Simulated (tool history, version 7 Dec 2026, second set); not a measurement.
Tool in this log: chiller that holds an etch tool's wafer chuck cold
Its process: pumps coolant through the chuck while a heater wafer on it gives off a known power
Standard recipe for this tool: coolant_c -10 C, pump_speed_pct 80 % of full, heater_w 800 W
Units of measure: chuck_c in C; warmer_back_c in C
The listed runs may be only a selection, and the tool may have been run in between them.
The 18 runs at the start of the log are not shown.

run	day	coolant_c	pump_speed_pct	heater_w	chuck_c	warmer_back_c
19	28.729	-15	80	800	-8.5	2.74
20	30.021	-10	80	1062	-1.5	3.53
21	32.242	-10	80	1062	-1.4	3.56
22	34.471	-10	80	1062	-1.4	3.51
23	36.604	-4	80	934	3.6	3.11
24	37.838	-13	65	508	-8.0	2.11
25	39.196	-13	65	508	-8.1	2.12
26	41.521	-13	65	1058	-2.5	4.39
27	42.817	-14	72	1058	-4.6	4.00
28	44.692	-10	62	686	-2.8	3.01
29	46.408	-10	62	686	-3.0	3.08
30	47.471	-14	62	514	-8.8	2.30
31	48.625	-14	62	514	-8.7	2.29

Each row is a separate what-if for the run after 31, all from the same tool condition, not one after another. Results?
A	51.012	-5	80	645	?	?
B	51.012	-10	80	731	?	?
C	51.012	-13	62	514	?	?

run	chuck_c	warmer_back_c
A	0.1	2.16
B	-4.4	2.41
C	-7.7	2.27
Had the tool no hidden state, the same runs would have come out as:
run	chuck_c	warmer_back_c
A	0.1	2.16
B	-4.4	2.41
C	-7.7	2.27

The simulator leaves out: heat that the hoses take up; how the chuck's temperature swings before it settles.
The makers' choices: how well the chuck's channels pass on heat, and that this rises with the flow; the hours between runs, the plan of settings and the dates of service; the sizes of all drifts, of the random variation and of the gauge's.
